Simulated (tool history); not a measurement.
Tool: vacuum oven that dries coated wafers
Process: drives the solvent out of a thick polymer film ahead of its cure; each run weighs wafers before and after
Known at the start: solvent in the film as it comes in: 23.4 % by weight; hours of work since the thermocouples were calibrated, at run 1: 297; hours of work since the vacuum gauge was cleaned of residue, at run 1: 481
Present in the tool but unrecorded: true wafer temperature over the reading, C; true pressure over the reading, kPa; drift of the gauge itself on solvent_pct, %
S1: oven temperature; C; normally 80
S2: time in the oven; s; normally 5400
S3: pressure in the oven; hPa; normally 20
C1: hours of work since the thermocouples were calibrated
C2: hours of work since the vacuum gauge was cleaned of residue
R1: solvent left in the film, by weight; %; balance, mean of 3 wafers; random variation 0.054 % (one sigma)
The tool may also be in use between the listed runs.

run,day,S1,S2,S3,C1,C2,R1
1,0,80,5400,20,297,481,1.89
2,1.433,80,5400,20,313,498,2.01
3,2.346,80,5400,20,324,508,2.04
4,3.425,80,5400,20,337,521,1.98
5,4.238,85,5400,20,346,530,1.26
6,5.783,80,5400,20,364,548,1.9
7,7.312,80,5400,20,382,566,1.95
8,8.362,80,5400,20,394,578,1.88
9,10.008,80,5400,20,413,598,1.91
10,11.508,80,5400,26.7,431,615,2.38
11,13.112,80,5400,26.7,450,634,2.34
12,14.483,80,5400,26.7,466,650,2.4
13,16.117,80,5400,26.7,485,669,2.3
14,17.708,80,5400,26.7,503,687,2.41
15,18.621,80,5400,20,514,698,1.9
16,19.883,80,5400,20,528,713,2
17,21.396,80,5400,20,546,730,2.06
18,23.275,80,5400,20,568,752,2.03
19,24.671,80,5400,20,584,769,1.99
20,25.696,80,5400,20,596,781,1.96
21,27.467,80,5400,20,617,801,1.9
22,28.258,80,5400,20,626,810,1.96
23,29.033,94,5400,20,635,820,0.89
24,30.362,80,5400,20,651,835,2
25,31.979,80,5040,20,670,854,2.16
# day 33.783: oven's thermocouples calibrated
26,33.783,89,5280,79.4,0,874,3.47

Run 27, settings as shown, results not yet in. Your forecast:
27,35.6,80,2940,10.1,21,895,?

R1: 3.85 %
With the hidden condition absent and the run-to-run variation left alone, this run would have shown R1 3.83 %.

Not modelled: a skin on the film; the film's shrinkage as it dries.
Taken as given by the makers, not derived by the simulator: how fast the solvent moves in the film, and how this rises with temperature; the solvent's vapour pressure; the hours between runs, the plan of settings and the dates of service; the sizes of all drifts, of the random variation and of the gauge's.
